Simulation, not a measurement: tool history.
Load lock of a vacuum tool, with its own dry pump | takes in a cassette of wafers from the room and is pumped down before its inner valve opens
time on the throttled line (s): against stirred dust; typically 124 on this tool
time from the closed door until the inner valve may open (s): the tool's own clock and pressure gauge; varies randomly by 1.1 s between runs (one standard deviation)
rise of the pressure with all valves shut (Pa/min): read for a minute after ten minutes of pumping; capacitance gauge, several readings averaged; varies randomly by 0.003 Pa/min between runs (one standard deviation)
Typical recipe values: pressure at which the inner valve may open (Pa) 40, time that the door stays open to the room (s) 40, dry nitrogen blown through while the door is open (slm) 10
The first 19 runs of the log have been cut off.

| run | day | time on the throttled line (s) | pressure at which the inner valve may open (Pa) | time that the door stays open to the room (s) | dry nitrogen blown through while the door is open (slm) | hours that the pump has run since its overhaul | times that the door has closed on its seal | incoming humidity of the room's air, % | time from the closed door until the inner valve may open (s) | rise of the pressure with all valves shut (Pa/min) |
|---|---|---|---|---|---|---|---|---|---|---|
| 20 | 97.362 | 124 | 40 | 42 | 10 | 14462 | 3988 | 42.6 | 195.7 | 0.038 |
| 21 | 102.183 | 192 | 40 | 33 | 10 | 14578 | 4106 | 40.9 | 251.9 | 0.036 |
| 22 | 106.971 | 192 | 40 | 33 | 10 | 14693 | 4224 | 46.3 | 253.3 | 0.038 |
| 23 | 109.746 | 192 | 40 | 33 | 10 | 14759 | 4292 | 46.1 | 251.9 | 0.038 |
| 24 | 112.842 | 95 | 40 | 33 | 4 | 14833 | 4369 | 45.5 | 169.2 | 0.049 |
| 25 | 118.100 | 156 | 40 | 44 | 4 | 14960 | 4498 | 45.2 | 223.3 | 0.048 |
| 26 | 123.383 | 156 | 40 | 44 | 4 | 15086 | 4628 | 44.2 | 222.7 | 0.046 |
| 27 | 128.562 | 124 | 40 | 40 | 13 | 15211 | 4756 | 43.7 | 195.6 | 0.040 |
| 28 | 133.929 | 100 | 74 | 233 | 36 | 15340 | 4888 | 44.1 | 166.1 | 0.040 |
| 29 | 140.204 | 100 | 74 | 233 | 36 | 15490 | 5042 | 48.2 | 166.9 | 0.043 |
| 30 | 147.104 | 100 | 67 | 233 | 14 | 15656 | 5212 | 46.8 | 167.2 | 0.060 |
| 31 | 151.788 | 100 | 67 | 233 | 14 | 15768 | 5327 | 45.9 | 170.5 | 0.057 |
| 32 | 155.542 | 181 | 65 | 40 | 14 | 15858 | 5420 | 43.5 | 240.7 | 0.042 |
| 33 | 160.129 | 181 | 65 | 40 | 14 | 15968 | 5533 | 47.5 | 239.0 | 0.043 |
| 34 | 164.296 | 181 | 65 | 40 | 14 | 16068 | 5635 | 47.6 | 240.6 | 0.042 |
| 35 | 168.838 | 181 | 30 | 40 | 22 | 16177 | 5747 | 49.0 | 248.8 | 0.037 |
| 36 | 172.679 | 181 | 30 | 40 | 22 | 16270 | 5842 | 44.2 | 248.5 | 0.040 |
| 37 | 176.296 | 124 | 40 | 40 | 11 | 16356 | 5931 | 41.8 | 196.3 | 0.050 |

Here are 4 independent what-if runs from the current tool condition. What would each one return?
| A | 179.633 | 198 | 40 | 40 | 10 | 16436 | 6013 | 44.8 | ? | ? |
| B | 179.633 | 124 | 40 | 176 | 8 | 16436 | 6013 | 44.8 | ? | ? |
| C | 179.633 | 187 | 56 | 40 | 10 | 16436 | 6013 | 42.1 | ? | ? |
| D | 179.633 | 102 | 79 | 40 | 30 | 16436 | 6013 | 44.8 | ? | ? |

| run | time from the closed door until the inner valve may open (s) | rise of the pressure with all valves shut (Pa/min) |
|---|---|---|
| A | 256.8 | 0.046 |
| B | 195.4 | 0.064 |
| C | 247.6 | 0.046 |
| D | 168.9 | 0.041 |
The same runs, with their run-to-run variation unchanged, on a tool lacking any hidden condition would have given:
| run | time from the closed door until the inner valve may open (s) | rise of the pressure with all valves shut (Pa/min) |
|---|---|---|
| A | 244.7 | 0.021 |
| B | 181.3 | 0.040 |
| C | 235.7 | 0.021 |
| D | 155.7 | 0.016 |
